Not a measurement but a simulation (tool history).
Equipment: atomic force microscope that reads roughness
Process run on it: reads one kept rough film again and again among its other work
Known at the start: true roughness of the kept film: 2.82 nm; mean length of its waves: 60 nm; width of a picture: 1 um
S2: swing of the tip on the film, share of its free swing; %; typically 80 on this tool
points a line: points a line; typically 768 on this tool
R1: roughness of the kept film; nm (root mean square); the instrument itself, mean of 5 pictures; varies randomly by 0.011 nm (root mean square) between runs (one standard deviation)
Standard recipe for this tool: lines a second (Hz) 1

{"run": 1, "hour": 0.0, "lines a second (Hz)": 1, "S2": 80, "points a line": 768, "R1": 2.561}
{"run": 2, "hour": 10.5, "lines a second (Hz)": 1, "S2": 80, "points a line": 768, "R1": 2.577}
{"run": 3, "hour": 23.5, "lines a second (Hz)": 1, "S2": 80, "points a line": 768, "R1": 2.562}
{"run": 4, "hour": 38.4, "lines a second (Hz)": 1, "S2": 80, "points a line": 768, "R1": 2.551}
{"run": 5, "hour": 50.2, "lines a second (Hz)": 1, "S2": 80, "points a line": 768, "R1": 2.544}
{"run": 6, "hour": 61.8, "lines a second (Hz)": 1, "S2": 80, "points a line": 768, "R1": 2.535}
{"run": 7, "hour": 69.6, "lines a second (Hz)": 1, "S2": 80, "points a line": 681, "R1": 2.505}
{"run": 8, "hour": 81.8, "lines a second (Hz)": 1, "S2": 80, "points a line": 768, "R1": 2.537}
{"run": 9, "hour": 89.2, "lines a second (Hz)": 1, "S2": 80, "points a line": 768, "R1": 2.542}
{"hour": 93.0, "done": "new tip fitted"}
{"run": 10, "hour": 103.2, "lines a second (Hz)": 1, "S2": 80, "points a line": 768, "R1": 2.609}
{"run": 11, "hour": 115.6, "lines a second (Hz)": 1, "S2": 80, "points a line": 768, "R1": 2.636}
{"run": 12, "hour": 133.8, "lines a second (Hz)": 1, "S2": 80, "points a line": 768, "R1": 2.603}
{"run": 13, "hour": 148.1, "lines a second (Hz)": 1, "S2": 69, "points a line": 768, "R1": 2.637}
{"run": 14, "hour": 162.0, "lines a second (Hz)": 1, "S2": 69, "points a line": 768, "R1": 2.645}
{"run": 15, "hour": 176.0, "lines a second (Hz)": 1, "S2": 69, "points a line": 768, "R1": 2.637}
{"run": 16, "hour": 190.2, "lines a second (Hz)": 1, "S2": 69, "points a line": 740, "R1": 2.626}
{"run": 17, "hour": 203.7, "lines a second (Hz)": 1.11, "S2": 80, "points a line": 768, "R1": 2.549}
{"run": 18, "hour": 218.7, "lines a second (Hz)": 1.11, "S2": 80, "points a line": 768, "R1": 2.529}
{"run": 19, "hour": 234.5, "lines a second (Hz)": 1.11, "S2": 80, "points a line": 768, "R1": 2.499}
{"run": 20, "hour": 248.3, "lines a second (Hz)": 1, "S2": 80, "points a line": 768, "R1": 2.549}
{"run": 21, "hour": 260.8, "lines a second (Hz)": 1, "S2": 80, "points a line": 768, "R1": 2.531}
{"run": 22, "hour": 269.3, "lines a second (Hz)": 1, "S2": 80, "points a line": 768, "R1": 2.532}
{"run": 23, "hour": 281.2, "lines a second (Hz)": 1, "S2": 73, "points a line": 813, "R1": 2.556}

Run 24 has not been measured yet. What should we expect?
{"run": 24, "hour": 295.8, "lines a second (Hz)": 2.19, "S2": 75, "points a line": 569, "R1": "?"}

R1: 2.407 nm (root mean square)
With the hidden condition absent and the run-to-run variation left alone, this run would have shown R1 2.518 nm (root mean square).
